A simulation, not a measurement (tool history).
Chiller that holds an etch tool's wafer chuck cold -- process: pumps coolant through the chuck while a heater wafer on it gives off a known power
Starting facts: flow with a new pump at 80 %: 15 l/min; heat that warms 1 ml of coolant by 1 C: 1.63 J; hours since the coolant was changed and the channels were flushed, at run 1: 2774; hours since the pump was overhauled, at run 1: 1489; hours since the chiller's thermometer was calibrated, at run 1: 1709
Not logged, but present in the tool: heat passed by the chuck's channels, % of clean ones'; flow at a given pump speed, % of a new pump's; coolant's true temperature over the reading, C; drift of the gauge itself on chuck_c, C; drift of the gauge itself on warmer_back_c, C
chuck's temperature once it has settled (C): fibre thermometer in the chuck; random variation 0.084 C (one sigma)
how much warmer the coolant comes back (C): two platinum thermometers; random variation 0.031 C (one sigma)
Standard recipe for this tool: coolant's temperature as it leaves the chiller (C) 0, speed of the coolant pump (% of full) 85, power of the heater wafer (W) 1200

run	hour	coolant's temperature as it leaves the chiller (C)	speed of the coolant pump (% of full)	power of the heater wafer (W)	hours since the coolant was changed and the channels were flushed	hours since the pump was overhauled	hours since the chiller's thermometer was calibrated	chuck's temperature once it has settled (C)	how much warmer the coolant comes back (C)
1	0	0	85	1200	2774	1489	1709	9.19	2.89
2	52.4	-4	85	1200	2826	1542	1762	5.62	2.88
3	109.7	-4	85	1200	2884	1599	1819	5.27	2.85
4	139.7	-4	85	1200	2914	1629	1849	5.29	2.88
5	188.1	-4	85	1200	2962	1677	1897	5.27	2.92
6	231.4	-4	81	1200	3005	1721	1941	5.6	3.04
7	270.4	-4	81	1200	3044	1759	1980	5.81	3.01
8	327.2	0	85	803	3101	1816	2036	6.1	1.94
9	357.4	0	93	1200	3131	1847	2067	8.99	2.66
10	390.1	0	93	1200	3164	1879	2099	9.06	2.66
11	442.7	4	85	1200	3217	1932	2152	13.63	2.9
12	467.8	0	96	1200	3242	1957	2177	8.86	2.58
13	496.3	0	78	1200	3270	1985	2205	10.09	3.19
14	520.8	0	77	1200	3295	2010	2230	10.05	3.2
15	563.2	0	77	1200	3337	2052	2272	10.08	3.17
16	603.6	0	70	723	3378	2093	2313	6.09	2.14
17	660.2	0	70	723	3434	2149	2369	6.21	2.14
18	686.2	0	67	1200	3460	2175	2395	10.81	3.71
19	715	-6	80	816	3489	2204	2424	0.52	2.11
20	740.8	7	90	1200	3515	2230	2450	16.02	2.76
21	775.5	6	84	1200	3550	2265	2485	15.71	2.99
22	832.4	-9	89	1108	3606	2322	2542	-0.26	2.53
# hour 845.7: coolant changed, channels flushed
23	893.3	-8	85	1132	48	2376	2596	0.11	2.78
24	954.1	-8	85	1132	108	2437	2657	0.05	2.75
25	1013	3	68	816	167	2496	2716	9.46	2.49
26	1061.4	0	85	1083	216	2544	2765	7.73	2.65
27	1103.8	7	70	1352	258	2587	2807	18.08	4.01

Some steps in chuck's temperature once it has settled (C), run to run, broken into two amounts with sign: the step expected even without the hidden condition (settings, incoming material, random variation), and the rest, left for the hidden condition together with whatever gauge scatter is not in both the measured and the hidden-condition-free result:
Run 17 -> 18: speed of the coolant pump (% of full) 70 -> 67, power of the heater wafer (W) 723 -> 1200. chuck's temperature once it has settled (C) +4.6: hidden state +0.53, all else +4.07.
Run 19 -> 20: coolant's temperature as it leaves the chiller (C) -6 -> 7, speed of the coolant pump (% of full) 80 -> 90, power of the heater wafer (W) 816 -> 1200. chuck's temperature once it has settled (C) +15.5: hidden state +0.33, all else +15.17.
Run 21 -> 22: coolant's temperature as it leaves the chiller (C) 6 -> -9, speed of the coolant pump (% of full) 84 -> 89, power of the heater wafer (W) 1200 -> 1108. chuck's temperature once it has settled (C) -15.97: hidden state -0.12, all else -15.85.
Run 22 -> 23: coolant's temperature as it leaves the chiller (C) -9 -> -8, speed of the coolant pump (% of full) 89 -> 85, power of the heater wafer (W) 1108 -> 1132, coolant changed, channels flushed. chuck's temperature once it has settled (C) +0.37: hidden state -0.82, all else +1.19.
